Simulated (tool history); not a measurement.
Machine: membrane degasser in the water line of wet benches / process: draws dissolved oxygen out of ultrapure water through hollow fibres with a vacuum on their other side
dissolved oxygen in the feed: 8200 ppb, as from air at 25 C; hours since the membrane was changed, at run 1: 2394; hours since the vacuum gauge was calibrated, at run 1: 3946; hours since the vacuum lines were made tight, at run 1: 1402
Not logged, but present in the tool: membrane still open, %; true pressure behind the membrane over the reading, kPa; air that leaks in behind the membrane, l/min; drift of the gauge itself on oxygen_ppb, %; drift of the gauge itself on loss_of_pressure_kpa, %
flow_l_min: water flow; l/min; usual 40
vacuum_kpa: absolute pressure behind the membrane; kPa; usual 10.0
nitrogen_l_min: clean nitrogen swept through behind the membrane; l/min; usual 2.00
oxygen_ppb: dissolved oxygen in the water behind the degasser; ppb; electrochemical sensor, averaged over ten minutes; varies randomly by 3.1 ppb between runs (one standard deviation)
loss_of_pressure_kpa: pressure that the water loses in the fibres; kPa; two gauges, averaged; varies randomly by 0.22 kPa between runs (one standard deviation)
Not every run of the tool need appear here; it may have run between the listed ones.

run,hour,flow_l_min,vacuum_kpa,nitrogen_l_min,hours since the membrane was changed,hours since the vacuum gauge was calibrated,hours since the vacuum lines were made tight,oxygen_ppb,loss_of_pressure_kpa
1,0.0,40,10.0,2.00,2394,3946,1402,318.7,55.56
2,67.2,40,20.2,2.00,2461,4013,1469,715.6,55.76
3,127.1,40,20.2,0.84,2521,4073,1529,1359.0,55.71
4,209.3,40,20.2,0.84,2603,4156,1611,1384.4,55.80
5,268.2,40,20.2,0.84,2662,4214,1670,1370.3,55.94
6,333.4,40,9.8,0.84,2727,4280,1735,615.9,56.37
7,381.9,40,10.0,4.72,2776,4328,1784,160.9,55.93
8,423.6,40,10.0,3.71,2818,4370,1826,195.0,55.91
9,493.5,40,10.0,2.00,2887,4440,1895,322.0,55.88
10,537.0,40,10.0,2.00,2931,4483,1939,324.0,56.09
11,583.6,40,10.0,2.00,2978,4530,1986,324.4,56.07
12,644.2,40,10.0,2.00,3038,4590,2046,317.7,56.17
13,735.1,40,10.0,2.00,3129,4681,2137,324.2,56.32
14,831.8,40,9.7,2.00,3226,4778,2234,307.6,56.69
15,871.4,38,10.0,2.00,3265,4818,2273,305.4,53.70
16,933.8,38,10.0,2.00,3328,4880,2336,307.4,53.88
17,976.5,38,10.0,2.00,3370,4923,2378,309.3,53.31
18,1040.2,29,10.0,2.00,3434,4986,2442,236.6,40.75
19,1122.8,29,10.0,2.00,3517,5069,2525,236.9,41.00
20,1175.0,29,10.0,2.00,3569,5121,2577,237.6,41.13
21,1225.5,45,10.0,5.44,3619,5172,2628,168.6,63.51
# hour 1233.2: vacuum gauge calibrated
22,1314.1,29,14.7,2.85,3708,81,2716,279.2,41.12
# hour 1391.0: vacuum gauge calibrated, once more
23,1406.4,29,14.7,2.85,3799,15,2807,277.5,41.38
24,1470.2,38,12.8,2.21,3863,79,2871,373.0,53.93
25,1552.0,43,10.0,2.00,3945,161,2953,336.2,60.99
26,1625.0,62,10.0,2.51,4018,234,3026,428.4,87.62
27,1696.9,32,14.1,2.00,4090,306,3098,396.6,45.10
28,1773.9,32,14.1,2.00,4167,383,3175,397.7,45.06
29,1825.5,39,14.1,1.22,4218,435,3226,697.3,55.05
30,1895.3,39,13.1,1.22,4288,504,3296,643.1,55.18
31,1985.3,28,10.0,1.57,4378,594,3386,275.4,39.82
32,2048.5,28,10.0,1.57,4441,658,3449,274.5,39.55

How would selected steps in oxygen_ppb from run to run divide? Give the signed amount a tool lacking its hidden state would still show from settings, what came in and random variation, and the signed amount left for the hidden state, including any gauge scatter that is not in both of the compared results.
Run 2 -> 3: nitrogen_l_min 2.00 -> 0.84. oxygen_ppb +643.4 ppb: hidden state +4.7, all else +638.7.
Run 5 -> 6: vacuum_kpa 20.2 -> 9.8. oxygen_ppb -754.4 ppb: hidden state +3.3, all else -757.7.
Run 6 -> 7: vacuum_kpa 9.8 -> 10.0, nitrogen_l_min 0.84 -> 4.72. oxygen_ppb -455.0 ppb: hidden state -11.7, all else -443.3.
Run 22 -> 23: vacuum gauge calibrated, once more. oxygen_ppb -1.7 ppb: hidden state -7.3, all else +5.6.
Run 26 -> 27: flow_l_min 62 -> 32, vacuum_kpa 10.0 -> 14.1, nitrogen_l_min 2.51 -> 2.00. oxygen_ppb -31.8 ppb: hidden state -6.9, all else -24.9.
